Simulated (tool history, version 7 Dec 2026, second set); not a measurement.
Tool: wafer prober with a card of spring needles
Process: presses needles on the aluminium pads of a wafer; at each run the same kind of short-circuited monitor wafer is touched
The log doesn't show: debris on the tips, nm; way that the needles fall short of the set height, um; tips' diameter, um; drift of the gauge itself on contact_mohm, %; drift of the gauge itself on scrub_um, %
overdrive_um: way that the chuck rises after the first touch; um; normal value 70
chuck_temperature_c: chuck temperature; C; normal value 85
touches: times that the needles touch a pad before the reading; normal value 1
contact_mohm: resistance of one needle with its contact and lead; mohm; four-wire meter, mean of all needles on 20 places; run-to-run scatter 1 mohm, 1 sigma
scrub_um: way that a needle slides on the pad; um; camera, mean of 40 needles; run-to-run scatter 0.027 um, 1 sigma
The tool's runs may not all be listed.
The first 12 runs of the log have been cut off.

| run | hour | overdrive_um | chuck_temperature_c | touches | touches since the tips were cleaned | cleanings since the card got new needles | touches since the first contact's height was set | contact_mohm | scrub_um |
|---|---|---|---|---|---|---|---|---|---|
|  | 84.9 | tips cleaned on abrasive film |
| 13 | 88.4 | 56 | 121 | 1 | 812 | 22 | 60829 | 252 | 11.55 |
| 14 | 93.7 | 56 | 58 | 1 | 2069 | 22 | 62086 | 243 | 11.53 |
|  | 96.2 | tips cleaned on abrasive film |
| 15 | 97.9 | 70 | 85 | 1 | 416 | 23 | 63054 | 237 | 14.53 |
| 16 | 106.8 | 70 | 85 | 1 | 2498 | 23 | 65136 | 245 | 14.58 |
|  | 107.7 | tips cleaned on abrasive film |
| 17 | 113.6 | 70 | 30 | 1 | 1376 | 24 | 66695 | 229 | 14.52 |
|  | 119.1 | tips cleaned on abrasive film |
| 18 | 121.1 | 70 | 30 | 1 | 470 | 25 | 68437 | 226 | 14.53 |
|  | 130.8 | tips cleaned on abrasive film |
| 19 | 131.3 | 70 | 30 | 1 | 133 | 26 | 70821 | 223 | 14.5 |
| 20 | 135.9 | 70 | 85 | 2 | 1206 | 26 | 71894 | 241 | 14.5 |
| 21 | 140.2 | 53 | 85 | 2 | 2206 | 26 | 72894 | 246 | 10.8 |
|  | 142 | tips cleaned on abrasive film |
| 22 | 144.4 | 54 | 76 | 1 | 580 | 27 | 73874 | 241 | 11.05 |
|  | 153 | tips cleaned on abrasive film |
| 23 | 153.9 | 52 | 51 | 1 | 204 | 28 | 76067 | 234 | 10.63 |
|  | 164.1 | tips cleaned on abrasive film |
| 24 | 164.1 | 70 | 87 | 1 | 0 | 29 | 78438 | 238 | 14.44 |
| 25 | 172.1 | 68 | 32 | 2 | 1892 | 29 | 80330 | 226 | 14.03 |
|  | 175.9 | tips cleaned on abrasive film |
| 26 | 181.2 | 61 | 29 | 1 | 1261 | 30 | 82443 | 230 | 12.5 |
| 27 | 185.8 | 54 | 85 | 2 | 2326 | 30 | 83508 | 248 | 11.03 |
|  | 187.5 | tips cleaned on abrasive film |
|  | 190.1 | height of the first contact set anew |
| 28 | 194.3 | 80 | 81 | 2 | 1544 | 31 | 994 | 238 | 17.14 |

What will run 29 give?
|  | 199.3 | tips cleaned on abrasive film |
| 29 | 203.7 | 80 | 81 | 2 | 1031 | 32 | 3169 | ? | ? |

{"run 29": {"contact_mohm": 237, "scrub_um": 17.12}}
If the tool had no hidden condition, the same run with the same run-to-run variation would have returned contact_mohm 235 mohm, scrub_um 17.14 um.
